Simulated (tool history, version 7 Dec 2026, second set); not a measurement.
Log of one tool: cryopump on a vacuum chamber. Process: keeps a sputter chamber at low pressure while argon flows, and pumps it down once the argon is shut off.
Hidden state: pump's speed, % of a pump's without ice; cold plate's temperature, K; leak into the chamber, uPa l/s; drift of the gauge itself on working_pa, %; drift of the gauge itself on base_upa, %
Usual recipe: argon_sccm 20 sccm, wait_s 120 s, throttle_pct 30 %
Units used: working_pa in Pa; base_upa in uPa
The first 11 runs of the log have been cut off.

run     day  argon_sccm  wait_s  throttle_pct  hours of work since the pump was warmed up and emptied  hours of work since the cold head was overhauled  hours of work since the chamber's fittings were tightened  working_pa  base_upa
 12  30.292          17     120            30                                                     685                                              2104                                                        124       0.073      1.24
     30.854  -- pump warmed up, emptied and cooled again
 13  33.921          17     106            30                                                      39                                              2147                                                        167        0.07      1.29
 14  35.871          17     106            30                                                      63                                              2172                                                        192        0.07      1.34
 15  37.275          17     106            30                                                      81                                              2190                                                        210        0.07      1.34
 16  40.446          20      97            30                                                     121                                              2230                                                        250      0.0826      1.47
 17   42.65          20      97            39                                                     149                                              2257                                                        277      0.0641      1.44
 18  44.075           9     120            57                                                     167                                              2275                                                        295      0.0203      1.38
 19  47.338           9     120            57                                                     208                                              2317                                                        337      0.0201      1.37

What will run 20 give?
 20  49.383          20      25            57                                                     234                                              2342                                                        362           ?         ?

Run 20 came out at working_pa 0.0447 Pa, base_upa 4.36 uPa.
If the tool had no hidden condition, the same run with the same run-to-run variation would have returned working_pa 0.0423 Pa, base_upa 3.95 uPa.
